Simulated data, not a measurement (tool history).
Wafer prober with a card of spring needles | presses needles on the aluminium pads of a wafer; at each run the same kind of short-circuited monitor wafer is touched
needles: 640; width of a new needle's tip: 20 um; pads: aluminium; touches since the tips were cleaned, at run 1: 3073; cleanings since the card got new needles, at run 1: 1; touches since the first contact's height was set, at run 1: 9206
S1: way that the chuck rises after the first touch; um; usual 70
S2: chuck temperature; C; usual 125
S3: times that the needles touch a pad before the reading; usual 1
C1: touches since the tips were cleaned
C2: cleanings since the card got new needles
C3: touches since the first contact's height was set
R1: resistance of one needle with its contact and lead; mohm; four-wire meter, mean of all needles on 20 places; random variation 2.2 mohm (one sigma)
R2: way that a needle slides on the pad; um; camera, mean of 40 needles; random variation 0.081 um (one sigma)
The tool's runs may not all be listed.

run,day,S1,S2,S3,C1,C2,C3,R1,R2
1,0.000,70,125,1,3073,1,9206,264,18.81
# day 0.371: tips cleaned on abrasive film
2,0.412,70,125,1,271,2,11926,259,19.00
3,0.846,70,125,1,3173,2,14828,271,18.81
4,1.062,70,125,1,4619,2,16274,269,18.86
# day 1.204: tips cleaned on abrasive film
5,1.467,70,125,2,1763,3,18955,257,18.92
6,1.833,70,125,2,4225,3,21417,262,18.83
# day 2.054: tips cleaned on abrasive film
7,2.358,70,125,1,2034,4,24877,264,18.84
8,2.588,70,125,1,3573,4,26416,263,18.97
# day 2.888: tips cleaned on abrasive film
9,2.996,70,50,1,735,5,29122,237,18.94
10,3.342,70,50,1,3041,5,31428,251,18.86
# day 3.754: tips cleaned on abrasive film
11,3.858,73,50,1,690,6,34853,239,19.56
12,4.333,80,50,1,3864,6,38027,246,21.42
# day 4.612: tips cleaned on abrasive film
13,4.838,80,50,1,1511,7,41379,235,21.64
14,5.329,88,125,1,4789,7,44657,263,23.69
# day 5.475: tips cleaned on abrasive film
15,5.692,70,125,1,1451,8,47048,258,18.83
16,6.042,70,125,1,3789,8,49386,267,18.78
# day 6.333: tips cleaned on abrasive film
17,6.350,70,125,1,85,9,51411,250,18.84
18,6.779,70,86,2,2971,9,54297,251,18.81
19,7.058,59,50,3,4835,9,56161,256,15.81
# day 7.179: tips cleaned on abrasive film
20,7.367,73,125,1,1247,10,58189,258,19.48
21,7.600,73,125,1,2801,10,59743,266,19.52
22,7.971,73,125,1,5286,10,62228,270,19.50
# day 8.012: tips cleaned on abrasive film
23,8.371,59,51,2,2388,11,64874,251,15.73
# day 8.854: tips cleaned on abrasive film
24,8.883,70,36,2,171,12,68259,228,18.74
25,9.125,70,36,2,1788,12,69876,235,18.78

Forecast run 26:
26,9.558,70,36,2,4697,12,72785,?,?

{"run 26": {"R1": 239, "R2": 18.51}}
Without the tool's hidden state the same run would have given R1 223 mohm, R2 18.82 um.
